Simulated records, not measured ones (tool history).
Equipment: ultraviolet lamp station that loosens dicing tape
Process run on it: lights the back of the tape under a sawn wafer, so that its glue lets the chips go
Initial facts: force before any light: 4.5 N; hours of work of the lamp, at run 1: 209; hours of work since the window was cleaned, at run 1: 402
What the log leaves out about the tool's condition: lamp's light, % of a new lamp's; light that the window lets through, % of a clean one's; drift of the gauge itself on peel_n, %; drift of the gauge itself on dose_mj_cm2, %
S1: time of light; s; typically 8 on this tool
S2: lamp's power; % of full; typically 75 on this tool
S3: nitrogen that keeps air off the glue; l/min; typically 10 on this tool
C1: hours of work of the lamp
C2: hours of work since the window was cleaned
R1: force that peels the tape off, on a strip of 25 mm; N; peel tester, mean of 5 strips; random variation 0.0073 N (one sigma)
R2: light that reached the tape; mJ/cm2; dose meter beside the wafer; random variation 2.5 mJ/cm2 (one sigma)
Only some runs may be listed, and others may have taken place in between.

run 1 hour=0.0 | S1=8 S2=75 S3=10 | C1=209 C2=402 | R1=0.325 R2=259
run 2 hour=7.8 | S1=8 S2=75 S3=6 | C1=214 C2=407 | R1=0.463 R2=261
run 3 hour=19.6 | S1=12 S2=75 S3=10 | C1=220 C2=413 | R1=0.227 R2=383
run 4 hour=32.2 | S1=12 S2=75 S3=12 | C1=227 C2=420 | R1=0.214 R2=384
run 5 hour=38.0 | S1=12 S2=75 S3=12 | C1=230 C2=423 | R1=0.230 R2=385
run 6 hour=50.5 | S1=12 S2=75 S3=12 | C1=237 C2=430 | R1=0.213 R2=378
run 7 hour=57.2 | S1=12 S2=75 S3=12 | C1=240 C2=433 | R1=0.211 R2=382
run 8 hour=66.6 | S1=12 S2=75 S3=12 | C1=245 C2=438 | R1=0.216 R2=377
run 9 hour=80.2 | S1=12 S2=75 S3=12 | C1=253 C2=446 | R1=0.211 R2=380
run 10 hour=86.5 | S1=12 S2=75 S3=12 | C1=256 C2=449 | R1=0.221 R2=373
run 11 hour=96.2 | S1=12 S2=75 S3=12 | C1=261 C2=454 | R1=0.224 R2=379
run 12 hour=103.9 | S1=6 S2=75 S3=10 | C1=265 C2=458 | R1=0.535 R2=189
run 13 hour=115.0 | S1=6 S2=75 S3=10 | C1=271 C2=464 | R1=0.562 R2=184
run 14 hour=124.6 | S1=8 S2=70 S3=10 | C1=277 C2=470 | R1=0.398 R2=233
run 15 hour=131.6 | S1=8 S2=70 S3=10 | C1=280 C2=473 | R1=0.397 R2=235
-- hour=133.1 window cleaned of glue's vapour
run 16 hour=144.0 | S1=5 S2=75 S3=10 | C1=287 C2=6 | R1=0.757 R2=151
run 17 hour=153.8 | S1=7 S2=97 S3=4 | C1=292 C2=11 | R1=0.563 R2=275
run 18 hour=162.7 | S1=7 S2=97 S3=4 | C1=297 C2=16 | R1=0.570 R2=272
run 19 hour=168.5 | S1=7 S2=84 S3=4 | C1=300 C2=19 | R1=0.740 R2=235
run 20 hour=180.6 | S1=7 S2=84 S3=4 | C1=306 C2=26 | R1=0.709 R2=234
-- hour=183.7 window cleaned of glue's vapour, once more
run 21 hour=194.2 | S1=12 S2=66 S3=11 | C1=314 C2=6 | R1=0.229 R2=366
run 22 hour=201.5 | S1=15 S2=63 S3=3 | C1=317 C2=10 | R1=0.326 R2=443
run 23 hour=212.0 | S1=5 S2=75 S3=17 | C1=323 C2=15 | R1=0.447 R2=167
run 24 hour=217.8 | S1=8 S2=75 S3=3 | C1=326 C2=18 | R1=0.624 R2=273
run 25 hour=227.3 | S1=6 S2=68 S3=7 | C1=331 C2=23 | R1=0.679 R2=186
run 26 hour=240.4 | S1=13 S2=86 S3=10 | C1=338 C2=31 | R1=0.206 R2=511
run 27 hour=252.9 | S1=13 S2=86 S3=10 | C1=345 C2=37 | R1=0.201 R2=507
run 28 hour=261.7 | S1=16 S2=86 S3=10 | C1=350 C2=42 | R1=0.208 R2=618
run 29 hour=267.6 | S1=6 S2=85 S3=4 | C1=353 C2=45 | R1=0.723 R2=230
run 30 hour=276.3 | S1=13 S2=76 S3=5 | C1=358 C2=50 | R1=0.237 R2=435

Alternative continuations, all from the tool just after run 30; predict every row:
run A hour=284.3 | S1=6 S2=78 S3=6 | C1=362 C2=54 | R1=? R2=?
run B hour=284.3 | S1=10 S2=76 S3=5 | C1=362 C2=54 | R1=? R2=?
run C hour=284.3 | S1=8 S2=74 S3=9 | C1=362 C2=54 | R1=? R2=?

run=A R1=0.644 R2=206
run=B R1=0.341 R2=335
run=C R1=0.336 R2=260
The same runs, with their run-to-run variation unchanged, on a tool lacking any hidden condition would have given:
run=A R1=0.503 R2=242
run=B R1=0.279 R2=394
run=C R1=0.275 R2=306

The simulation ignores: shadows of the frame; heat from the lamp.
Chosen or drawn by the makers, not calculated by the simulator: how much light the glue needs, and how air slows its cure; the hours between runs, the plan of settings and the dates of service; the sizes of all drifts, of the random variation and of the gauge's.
